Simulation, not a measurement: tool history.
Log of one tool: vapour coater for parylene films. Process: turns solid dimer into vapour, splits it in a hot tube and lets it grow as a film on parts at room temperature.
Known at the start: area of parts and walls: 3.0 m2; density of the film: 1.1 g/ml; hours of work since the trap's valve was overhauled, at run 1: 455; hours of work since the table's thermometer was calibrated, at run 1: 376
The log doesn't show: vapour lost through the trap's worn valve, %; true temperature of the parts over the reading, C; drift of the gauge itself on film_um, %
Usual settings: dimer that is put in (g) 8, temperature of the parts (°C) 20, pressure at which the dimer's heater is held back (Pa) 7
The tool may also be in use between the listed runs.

run,hour,dimer that is put in (g),temperature of the parts (°C),pressure at which the dimer's heater is held back (Pa),hours of work since the trap's valve was overhauled,hours of work since the table's thermometer was calibrated,thickness of the film (nm)
1,0,8,20,7,455,376,1809
2,29.5,8,21,7,474,396,1777
3,52.7,6,20,7,489,411,1356
4,68,6,20,7,499,421,1366
5,97.4,6,20,7,519,440,1362
6,111.6,6,20,7,528,449,1353
7,140.4,6,20,7,547,468,1359
8,167.3,6,20,7,564,486,1359
9,180.9,6,20,7,573,494,1368
10,199,6,20,7,585,506,1352
11,220.4,8,20,7,599,520,1819
12,235.8,8,20,7,609,530,1822
# hour 268.4: trap's valve overhauled
13,269.1,8,20,9.91,0,549,1769
14,286.7,8,20,7,12,561,1821
15,314.1,8,20,7,30,579,1823
16,335.4,8,20,7,44,593,1834
17,352,8,20,7,55,603,1843
18,367.8,9,20,7,65,614,2057
19,385.6,9,20,7,76,625,2063
20,403.9,9,20,7,88,637,2067
21,433.9,9,20,7,108,657,2071
22,449.7,9,20,7,118,667,2065
23,474.9,9,20,7,135,684,2059
24,500.8,12,20,7,152,700,2751
25,513.6,12,20,7,160,709,2767
26,529.7,12,20,7,170,719,2763
27,543.9,14,20,2.49,180,729,3576
28,564.4,14,20,2.49,193,742,3555
29,589.5,14,20,2.49,209,758,3568
30,604.7,6,18,10.96,219,768,1385
31,620.9,7,20,11.33,230,779,1543
32,645.9,5,18,6.18,246,795,1213
# hour 651.7: gauge calibrated
33,672.6,5,18,6.18,264,812,1196
34,701.7,5,20,3.36,283,831,1215
35,716.1,5,20,3.36,292,841,1215
36,731.9,5,20,3.36,302,851,1215
37,747.8,3,13,3.41,313,862,834
38,762.8,3,13,3.41,322,871,833
39,788,9,23,9.27,339,888,1871
40,818.1,13,16,9.27,358,907,3093
41,836.8,6,31,3.8,371,920,1184
42,862.3,6,31,3.8,387,936,1177
43,879.9,8,20,8.79,399,948,1780
44,893.4,6,20,3.66,408,956,1459
45,911.5,11,17,6.11,419,968,2688
46,936.8,11,17,4.28,436,985,2769

Measured less the same run without the tool's hidden state. The same run-to-run variation is in both; the gauge's scatter may not be:
run,thickness of the film (nm)
1,-1
2,+1
3,+2
4,+3
5,+4
6,+4
7,+6
8,+8
9,+8
10,+9
11,+14
12,+15
13,+19
14,+21
15,+22
16,+24
17,+25
18,+30
19,+31
20,+33
21,+35
22,+36
23,+39
24,+54
25,+56
26,+56
27,+75
28,+78
29,+82
30,+32
31,+37
32,+30
33,+1
34,+2
35,+3
36,+3
37,+3
38,+3
39,+9
40,+18
41,+8
42,+9
43,+15
44,+13
45,+26
46,+29
